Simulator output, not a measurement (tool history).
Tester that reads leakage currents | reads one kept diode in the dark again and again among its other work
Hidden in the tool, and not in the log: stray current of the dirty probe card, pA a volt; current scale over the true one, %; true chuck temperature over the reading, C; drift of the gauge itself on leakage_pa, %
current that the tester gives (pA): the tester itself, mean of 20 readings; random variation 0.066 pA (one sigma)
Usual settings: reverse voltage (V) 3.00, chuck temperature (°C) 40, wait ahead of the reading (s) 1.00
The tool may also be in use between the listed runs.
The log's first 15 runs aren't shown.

run,day,reverse voltage (V),chuck temperature (°C),wait ahead of the reading (s),hours of work since the probe card was cleaned,hours of work since the tester was calibrated,hours of work since the chuck was calibrated,current that the tester gives (pA)
16,73.617,3.00,40,1.00,1632,1826,441,19.23
17,76.404,3.00,46,1.00,1663,1858,472,26.99
# day 80.512: chuck's temperature calibrated
18,81.108,3.00,46,1.00,1715,1910,7,26.26
19,86.700,3.00,46,1.00,1778,1973,70,26.55
20,93.304,2.06,40,1.00,1853,2047,144,14.90
21,98.679,1.22,40,1.74,1913,2108,205,10.51
22,101.692,3.00,25,1.00,1947,2142,239,10.15
23,106.838,3.00,25,6.78,2005,2200,297,9.47
24,112.825,1.26,40,3.04,2073,2267,364,10.75
25,118.758,11.11,37,0.33,2140,2334,431,53.49
26,122.900,11.11,35,6.56,2186,2381,478,41.29
# day 126.546: chuck's temperature calibrated
27,129.275,11.11,35,1.44,2257,2452,31,43.33
# day 129.692: tester calibrated
28,134.933,11.11,35,1.44,2320,59,94,43.90
29,141.262,2.22,27,1.56,2392,130,165,9.24
# day 142.500: tester calibrated, once more
30,147.417,2.22,27,1.56,2460,55,233,9.22
31,153.788,2.22,34,1.56,2532,127,305,12.50
32,158.292,8.51,24,1.00,2583,178,356,28.09
33,164.238,8.01,40,1.00,2650,245,423,44.51
34,170.112,8.01,40,1.00,2716,311,489,45.16
# day 172.583: chuck's temperature calibrated
35,175.725,8.01,26,3.22,2778,374,35,27.29
36,181.442,8.01,34,0.35,2843,438,100,40.71
37,184.429,7.40,39,1.00,2876,472,134,40.85
38,190.842,7.28,46,0.37,2949,544,206,58.96
39,194.342,1.89,40,2.77,2988,584,245,15.42

5 ways to go on from here, each from the tool as it stands after run 39. What would each give?
A,197.279,3.00,30,1.00,3021,617,278,?
B,197.279,3.00,45,1.00,3021,617,278,?
C,197.279,1.35,46,1.00,3021,617,278,?
D,197.279,1.89,43,1.07,3021,617,278,?
E,197.279,3.00,34,1.00,3021,617,278,?

run,current that the tester gives (pA)
A,14.84
B,28.14
C,17.50
D,18.54
E,17.11
Without the tool's hidden state the same runs would have given:
run,current that the tester gives (pA)
A,7.01
B,20.04
C,13.71
D,13.41
E,9.23
